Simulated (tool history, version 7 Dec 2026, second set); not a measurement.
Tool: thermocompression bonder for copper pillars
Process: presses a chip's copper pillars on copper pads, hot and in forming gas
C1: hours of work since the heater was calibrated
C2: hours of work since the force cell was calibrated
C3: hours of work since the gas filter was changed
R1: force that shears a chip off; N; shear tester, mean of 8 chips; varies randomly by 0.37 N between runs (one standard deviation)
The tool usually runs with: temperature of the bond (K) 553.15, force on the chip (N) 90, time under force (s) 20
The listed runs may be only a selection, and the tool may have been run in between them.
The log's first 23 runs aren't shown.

run 24 hour=1206.2 | temperature_of_the_bond_(K)=540.15 force_on_the_chip_(N)=68 time_under_force_(s)=16 | C1=569 C2=1398 C3=71 | R1=50.5
run 25 hour=1256.4 | temperature_of_the_bond_(K)=564.15 force_on_the_chip_(N)=90 time_under_force_(s)=13 | C1=603 C2=1432 C3=105 | R1=75.3
run 26 hour=1293.3 | temperature_of_the_bond_(K)=564.15 force_on_the_chip_(N)=90 time_under_force_(s)=13 | C1=628 C2=1457 C3=130 | R1=74.4
-- hour=1332.5 force cell calibrated
run 27 hour=1366.7 | temperature_of_the_bond_(K)=581.15 force_on_the_chip_(N)=57 time_under_force_(s)=13 | C1=677 C2=23 C3=179 | R1=73.4
run 28 hour=1401.2 | temperature_of_the_bond_(K)=536.15 force_on_the_chip_(N)=90 time_under_force_(s)=20 | C1=701 C2=47 C3=203 | R1=59.8
run 29 hour=1439.7 | temperature_of_the_bond_(K)=528.15 force_on_the_chip_(N)=102 time_under_force_(s)=18 | C1=727 C2=73 C3=229 | R1=55.1
-- hour=1462.4 forming gas filter changed
run 30 hour=1487.2 | temperature_of_the_bond_(K)=528.15 force_on_the_chip_(N)=102 time_under_force_(s)=18 | C1=759 C2=105 C3=17 | R1=54.3
run 31 hour=1519.9 | temperature_of_the_bond_(K)=528.15 force_on_the_chip_(N)=102 time_under_force_(s)=18 | C1=781 C2=128 C3=39 | R1=54.7
run 32 hour=1564.3 | temperature_of_the_bond_(K)=540.15 force_on_the_chip_(N)=58 time_under_force_(s)=24 | C1=812 C2=158 C3=70 | R1=54.0
-- hour=1591.8 gauge calibrated
run 33 hour=1621.2 | temperature_of_the_bond_(K)=553.15 force_on_the_chip_(N)=118 time_under_force_(s)=15 | C1=850 C2=197 C3=108 | R1=79.3
run 34 hour=1686.7 | temperature_of_the_bond_(K)=553.15 force_on_the_chip_(N)=118 time_under_force_(s)=15 | C1=895 C2=241 C3=153 | R1=79.4
run 35 hour=1725.5 | temperature_of_the_bond_(K)=570.15 force_on_the_chip_(N)=75 time_under_force_(s)=11 | C1=922 C2=268 C3=180 | R1=71.4
run 36 hour=1774.2 | temperature_of_the_bond_(K)=548.15 force_on_the_chip_(N)=85 time_under_force_(s)=20 | C1=955 C2=301 C3=213 | R1=70.4
run 37 hour=1808.8 | temperature_of_the_bond_(K)=553.15 force_on_the_chip_(N)=74 time_under_force_(s)=20 | C1=979 C2=325 C3=236 | R1=70.5
-- hour=1818.9 forming gas filter changed
run 38 hour=1858.7 | temperature_of_the_bond_(K)=580.15 force_on_the_chip_(N)=90 time_under_force_(s)=52 | C1=1012 C2=358 C3=27 | R1=121.4

5 options for the next run, each taken on its own from the tool as it stands now. Forecast them:
run A hour=1919.0 | temperature_of_the_bond_(K)=580.15 force_on_the_chip_(N)=116 time_under_force_(s)=52 | C1=1053 C2=400 C3=68 | R1=?
run B hour=1919.0 | temperature_of_the_bond_(K)=532.15 force_on_the_chip_(N)=120 time_under_force_(s)=55 | C1=1053 C2=400 C3=68 | R1=?
run C hour=1919.0 | temperature_of_the_bond_(K)=553.15 force_on_the_chip_(N)=79 time_under_force_(s)=20 | C1=1053 C2=400 C3=68 | R1=?
run D hour=1919.0 | temperature_of_the_bond_(K)=553.15 force_on_the_chip_(N)=130 time_under_force_(s)=20 | C1=1053 C2=400 C3=68 | R1=?
run E hour=1919.0 | temperature_of_the_bond_(K)=536.15 force_on_the_chip_(N)=111 time_under_force_(s)=37 | C1=1053 C2=400 C3=68 | R1=?

run=A R1=126.3
run=B R1=92.2
run=C R1=71.9
run=D R1=89.5
run=E R1=83.2
What these runs would have given with no unlogged condition in the tool:
run=A R1=127.0
run=B R1=92.7
run=C R1=72.3
run=D R1=89.9
run=E R1=83.6
